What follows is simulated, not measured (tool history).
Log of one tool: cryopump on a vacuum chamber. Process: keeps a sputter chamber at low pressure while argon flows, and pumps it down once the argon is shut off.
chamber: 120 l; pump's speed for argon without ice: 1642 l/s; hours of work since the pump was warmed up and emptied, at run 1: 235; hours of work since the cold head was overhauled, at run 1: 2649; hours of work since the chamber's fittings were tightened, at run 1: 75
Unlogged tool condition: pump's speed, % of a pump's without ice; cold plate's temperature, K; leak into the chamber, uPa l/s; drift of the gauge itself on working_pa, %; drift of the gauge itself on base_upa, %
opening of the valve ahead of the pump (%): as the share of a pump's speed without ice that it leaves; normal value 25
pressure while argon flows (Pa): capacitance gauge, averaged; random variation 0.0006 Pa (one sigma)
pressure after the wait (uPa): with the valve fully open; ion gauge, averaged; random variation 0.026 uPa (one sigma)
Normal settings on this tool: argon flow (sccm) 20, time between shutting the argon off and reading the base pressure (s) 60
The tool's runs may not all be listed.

run    hour  argon flow (sccm)  time between shutting the argon off and reading the base pressure (s)  opening of the valve ahead of the pump (%)  hours of work since the pump was warmed up and emptied  hours of work since the cold head was overhauled  hours of work since the chamber's fittings were tightened  pressure while argon flows (Pa)  pressure after the wait (uPa)
  1     0.0                 20                                                                     60                                          25                                                     235                                              2649                                                         75                           0.0915                           1.20
  2    47.4                 20                                                                     60                                          25                                                     276                                              2691                                                        117                           0.0930                           1.28
      105.0  -- pump warmed up, emptied and cooled again
  3   127.4                 20                                                                     60                                          25                                                      20                                              2757                                                        183                           0.0824                           1.17
  4   227.0                 20                                                                     60                                          25                                                     108                                              2845                                                        271                           0.0853                           1.24
  5   313.0                 20                                                                     60                                          52                                                     183                                              2921                                                        347                           0.0456                           1.32
  6   410.1                 20                                                                     60                                          52                                                     269                                              3006                                                        432                           0.0483                           1.44
      479.3  -- pump warmed up, emptied and cooled again
  7   503.6                 20                                                                     60                                          52                                                      21                                              3085                                                        510                           0.0412                           1.30
  8   570.3                 20                                                                     60                                          52                                                      80                                              3143                                                        569                           0.0430                           1.34
  9   669.1                 20                                                                    186                                          25                                                     167                                              3231                                                        656                           0.0878                           0.92
 10   741.8                 20                                                                     60                                          25                                                     232                                              3295                                                        720                           0.0900                           1.57
 11   806.4                 20                                                                     60                                          25                                                     289                                              3352                                                        777                           0.0922                           1.64
      851.3  -- pump warmed up, emptied and cooled again
 12   851.3                 20                                                                     60                                          45                                                       0                                              3387                                                        813                           0.0471                           1.38
 13   900.0                 20                                                                     60                                          45                                                      43                                              3430                                                        856                           0.0468                           1.42
 14   972.6                 20                                                                     60                                          45                                                     107                                              3494                                                        920                           0.0496                           1.43
 15  1057.3                 30                                                                     26                                          17                                                     182                                              3569                                                        994                           0.1891                           2.66
 16  1134.8                 30                                                                     26                                          17                                                     250                                              3637                                                       1063                           0.1943                           2.93
 17  1197.0                 29                                                                     21                                          24                                                     305                                              3692                                                       1118                           0.1411                           3.49
     1225.1  -- pump warmed up, emptied and cooled again
 18  1290.5                 11                                                                     60                                          18                                                      58                                              3770                                                       1196                           0.0646                           1.59
 19  1333.5                 12                                                                     21                                          38                                                      96                                              3808                                                       1234                           0.0342                           3.20
 20  1388.7                 12                                                                     21                                          38                                                     144                                              3857                                                       1282                           0.0351                           3.38
 21  1482.3                 12                                                                     62                                          20                                                     227                                              3939                                                       1365                           0.0667                           1.84
 22  1561.9                 12                                                                     62                                          20                                                     297                                              4009                                                       1435                           0.0679                           1.89
     1597.8  -- pump warmed up, emptied and cooled again
 23  1665.6                 13                                                                     60                                          40                                                      60                                              4096                                                       1522                           0.0340                           1.71
 24  1733.1                 13                                                                     60                                          40                                                     119                                              4156                                                       1582                           0.0353                           1.81
     1741.4  -- leaking fittings of the chamber tightened, without venting
 25  1806.2                 24                                                                     91                                          43                                                     182                                              4219                                                         57                           0.0656                           0.91

Across each entry between runs, compare the hidden state at the last listed run before it with the hidden state at the first listed run after it:
Run 2 -> run 3: pump warmed up, emptied and cooled again (hour 105.0)
  pump's speed, % of a pump's without ice: 66.9 -> 97.9; cold plate's temperature, K: 13.05 -> 13.08; leak into the chamber, uPa l/s: 404 -> 442
  measured result minus the result with no hidden state, pressure while argon flows (Pa): +0.0109 -> +0.0009; pressure after the wait (uPa): +0.19 -> +0.10
Run 6 -> run 7: pump warmed up, emptied and cooled again (hour 479.3)
  pump's speed, % of a pump's without ice: 71 -> 97.4; cold plate's temperature, K: 13.17 -> 13.21; leak into the chamber, uPa l/s: 589 -> 635
  measured result minus the result with no hidden state, pressure while argon flows (Pa): +0.0091 -> +0.0010; pressure after the wait (uPa): +0.35 -> +0.22
Run 11 -> run 12: pump warmed up, emptied and cooled again (hour 851.3)
  pump's speed, % of a pump's without ice: 67.9 -> 99.9; cold plate's temperature, K: 13.31 -> 13.32; leak into the chamber, uPa l/s: 790 -> 808
  measured result minus the result with no hidden state, pressure while argon flows (Pa): +0.0105 -> +0.0006; pressure after the wait (uPa): +0.55 -> +0.33
Run 17 -> run 18: pump warmed up, emptied and cooled again (hour 1225.1)
  pump's speed, % of a pump's without ice: 67.2 -> 92.7; cold plate's temperature, K: 13.44 -> 13.47; leak into the chamber, uPa l/s: 994 -> 1039
  measured result minus the result with no hidden state, pressure while argon flows (Pa): +0.0160 -> +0.0012; pressure after the wait (uPa): +0.75 -> +0.53
Run 22 -> run 23: pump warmed up, emptied and cooled again (hour 1597.8)
  pump's speed, % of a pump's without ice: 67.6 -> 92.9; cold plate's temperature, K: 13.56 -> 13.6; leak into the chamber, uPa l/s: 1176 -> 1227
  measured result minus the result with no hidden state, pressure while argon flows (Pa): +0.0065 -> +0.0015; pressure after the wait (uPa): +0.88 -> +0.65
Run 24 -> run 25: leaking fittings of the chamber tightened, without venting (hour 1741.4)
  pump's speed, % of a pump's without ice: 86.2 -> 79.2; cold plate's temperature, K: 13.62 -> 13.64; leak into the chamber, uPa l/s: 1262 -> 416
  measured result minus the result with no hidden state, pressure while argon flows (Pa): +0.0027 -> +0.0075; pressure after the wait (uPa): +0.75 -> +0.15

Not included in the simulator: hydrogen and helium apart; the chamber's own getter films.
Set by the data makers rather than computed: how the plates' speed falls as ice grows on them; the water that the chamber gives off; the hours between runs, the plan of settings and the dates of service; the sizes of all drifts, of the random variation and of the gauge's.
